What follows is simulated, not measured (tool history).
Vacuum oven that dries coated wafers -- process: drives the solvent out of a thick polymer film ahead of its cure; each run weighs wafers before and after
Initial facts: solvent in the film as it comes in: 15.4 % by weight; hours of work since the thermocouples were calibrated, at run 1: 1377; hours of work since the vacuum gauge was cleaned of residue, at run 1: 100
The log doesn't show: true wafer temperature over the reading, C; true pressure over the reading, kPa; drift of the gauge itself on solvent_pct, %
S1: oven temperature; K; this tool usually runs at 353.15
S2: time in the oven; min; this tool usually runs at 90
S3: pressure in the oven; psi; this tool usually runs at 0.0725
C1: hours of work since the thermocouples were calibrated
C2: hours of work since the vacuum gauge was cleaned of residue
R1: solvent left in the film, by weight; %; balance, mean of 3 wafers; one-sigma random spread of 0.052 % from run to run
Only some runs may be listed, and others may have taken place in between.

run	hour	S1	S2	S3	C1	C2	R1
1	0.0	353.15	90	0.0725	1377	100	2.16
# hour 4.7: oven's thermocouples calibrated
2	52.3	353.15	90	0.0725	32	134	1.61
3	93.1	353.15	90	0.0725	59	161	1.72
4	123.0	353.15	90	0.0725	79	181	1.64
5	150.9	353.15	90	0.0725	98	200	1.77
6	183.5	353.15	90	0.0725	120	222	1.88
7	219.3	353.15	90	0.0725	144	246	1.81
8	268.9	353.15	64	0.0725	177	279	2.97
9	302.8	353.15	67	0.0725	200	302	2.65
10	354.3	353.15	90	0.0904	235	337	1.94
11	380.7	353.15	90	0.0904	253	354	1.90
# hour 387.0: vacuum gauge cleaned of residue and calibrated
12	429.0	353.15	90	0.0904	284	28	1.91
13	479.2	353.15	86	0.0795	318	62	2.06
14	521.2	362.15	51	0.1049	346	90	2.28
# hour 552.3: vacuum gauge cleaned of residue and calibrated, once more
15	563.8	362.15	51	0.0512	373	8	2.00
16	611.7	363.15	70	0.0741	406	40	1.10
17	645.9	367.15	90	0.2139	429	63	1.16
18	677.9	343.15	90	0.0877	450	84	3.78
19	729.1	352.15	90	0.0817	484	119	1.98
20	767.7	352.15	90	0.0817	510	145	2.07
21	818.3	353.15	90	0.1220	544	179	2.00

Selected run-to-run steps in R1, each split into two signed amounts: the part the tool would show with no hidden state at all (from settings, incoming material and random variation), and the remainder, which goes to the hidden state together with any gauge scatter not common to the measured and the hidden-state-free results:
Run 1 -> 2: oven's thermocouples calibrated. R1 -0.55 %: hidden state -0.41, all else -0.14.
Run 17 -> 18: S1 367.15 -> 343.15, S3 0.2139 -> 0.0877. R1 +2.62 %: hidden state +0.23, all else +2.39.
Run 18 -> 19: S1 343.15 -> 352.15, S3 0.0877 -> 0.0817. R1 -1.80 %: hidden state -0.07, all else -1.73.
